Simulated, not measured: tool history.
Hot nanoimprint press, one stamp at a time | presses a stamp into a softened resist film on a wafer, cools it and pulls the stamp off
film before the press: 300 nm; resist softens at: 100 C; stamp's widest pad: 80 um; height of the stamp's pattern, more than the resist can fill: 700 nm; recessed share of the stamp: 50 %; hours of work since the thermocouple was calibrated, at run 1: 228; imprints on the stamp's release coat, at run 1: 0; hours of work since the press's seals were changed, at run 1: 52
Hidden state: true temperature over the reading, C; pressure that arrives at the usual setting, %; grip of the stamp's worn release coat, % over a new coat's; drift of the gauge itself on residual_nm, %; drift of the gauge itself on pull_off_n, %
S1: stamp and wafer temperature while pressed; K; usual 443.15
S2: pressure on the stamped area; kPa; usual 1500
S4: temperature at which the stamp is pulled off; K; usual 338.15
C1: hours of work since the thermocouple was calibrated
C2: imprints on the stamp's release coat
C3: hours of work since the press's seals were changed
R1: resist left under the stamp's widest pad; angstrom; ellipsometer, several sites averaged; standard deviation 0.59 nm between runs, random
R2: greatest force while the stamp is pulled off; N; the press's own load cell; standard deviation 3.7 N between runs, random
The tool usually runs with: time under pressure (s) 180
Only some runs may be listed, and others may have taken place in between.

Run 1, day 0.000: usual settings; C1 228; C2 0; C3 52. Result: R1 1372 angstrom, R2 212 N.
Run 2, day 0.508: usual settings; C1 233; C2 27; C3 57. Result: R1 1376 angstrom, R2 201 N.
Run 3, day 0.979: usual settings; C1 238; C2 53; C3 61. Result: R1 1379 angstrom, R2 215 N.
Run 4, day 1.596: usual settings; C1 244; C2 86; C3 67. Result: R1 1378 angstrom, R2 212 N.
Run 5, day 2.208: usual settings; C1 250; C2 120; C3 74. Result: R1 1377 angstrom, R2 212 N.
Run 6, day 2.946: usual settings but S4 326.15 K; C1 258; C2 160; C3 81. Result: R1 1375 angstrom, R2 245 N.
Run 7, day 3.462: usual settings but time under pressure (s) 95; C1 263; C2 188; C3 86. Result: R1 1674 angstrom, R2 216 N.
Run 8, day 3.846: usual settings but time under pressure (s) 95; C1 267; C2 209; C3 90. Result: R1 1674 angstrom, R2 211 N.
Run 9, day 4.175: usual settings but S1 434.15 K; C1 270; C2 227; C3 93. Result: R1 1731 angstrom, R2 208 N.
Run 10, day 4.675: usual settings; C1 275; C2 254; C3 98. Result: R1 1371 angstrom, R2 205 N.
Run 11, day 5.333: usual settings; C1 282; C2 290; C3 105. Result: R1 1373 angstrom, R2 214 N.
Run 12, day 5.996: usual settings; C1 288; C2 326; C3 112. Result: R1 1355 angstrom, R2 207 N.
Run 13, day 6.654: usual settings; C1 295; C2 362; C3 118. Result: R1 1364 angstrom, R2 210 N.
Run 14, day 7.275: usual settings; C1 301; C2 395; C3 124. Result: R1 1364 angstrom, R2 210 N.
Run 15, day 7.962: usual settings; C1 308; C2 433; C3 131. Result: R1 1374 angstrom, R2 214 N.
Run 16, day 8.325: usual settings but S1 445.15 K, S2 1890 kPa, time under pressure (s) 93, S4 334.15 K; C1 311; C2 452; C3 135. Result: R1 1417 angstrom, R2 224 N.
Run 17, day 9.017: usual settings but S1 445.15 K, S2 1890 kPa, time under pressure (s) 93, S4 334.15 K; C1 318; C2 490; C3 142. Result: R1 1425 angstrom, R2 221 N.
Run 18, day 9.750: usual settings but S2 1340 kPa, time under pressure (s) 155; C1 326; C2 530; C3 149. Result: R1 1516 angstrom, R2 203 N.
Run 19, day 10.475: usual settings but S2 1850 kPa; C1 333; C2 569; C3 156. Result: R1 1208 angstrom, R2 209 N.
Run 20, day 10.908: usual settings but S2 1850 kPa, time under pressure (s) 140, S4 335.15 K; C1 337; C2 593; C3 161. Result: R1 1317 angstrom, R2 220 N.
Run 21, day 11.408: usual settings but S1 439.15 K, S2 1850 kPa, time under pressure (s) 173, S4 333.15 K; C1 342; C2 620; C3 166. Result: R1 1374 angstrom, R2 226 N.
Run 22, day 12.117: usual settings but S1 439.15 K, S2 1510 kPa, time under pressure (s) 141, S4 333.15 K; C1 349; C2 659; C3 173. Result: R1 1622 angstrom, R2 219 N.
Run 23, day 12.529: usual settings but S1 439.15 K, S2 1510 kPa, time under pressure (s) 141, S4 333.15 K; C1 354; C2 681; C3 177. Result: R1 1621 angstrom, R2 222 N.
Run 24, day 13.221: usual settings but S1 439.15 K, S2 1510 kPa, time under pressure (s) 141, S4 333.15 K; C1 360; C2 719; C3 184. Result: R1 1621 angstrom, R2 225 N.
Run 25, day 13.583: usual settings but S1 451.15 K, S2 1290 kPa, time under pressure (s) 190, S4 344.15 K; C1 364; C2 739; C3 188. Result: R1 1183 angstrom, R2 197 N.
Run 26, day 13.925: usual settings but S1 452.15 K, time under pressure (s) 137, S4 345.15 K; C1 368; C2 757; C3 191. Result: R1 1178 angstrom, R2 188 N.

For run 27, what comes out?
Run 27, day 14.625: usual settings but S1 431.15 K, S2 2400 kPa, time under pressure (s) 106, S4 345.15 K; C1 375; C2 795; C3 198. Result: R1 ?, R2 ?.

{"run 27": {"R1": 1736, "R2": 189}}
Had the tool carried no hidden state, the very same run would have given R1 1771 angstrom, R2 188 N.
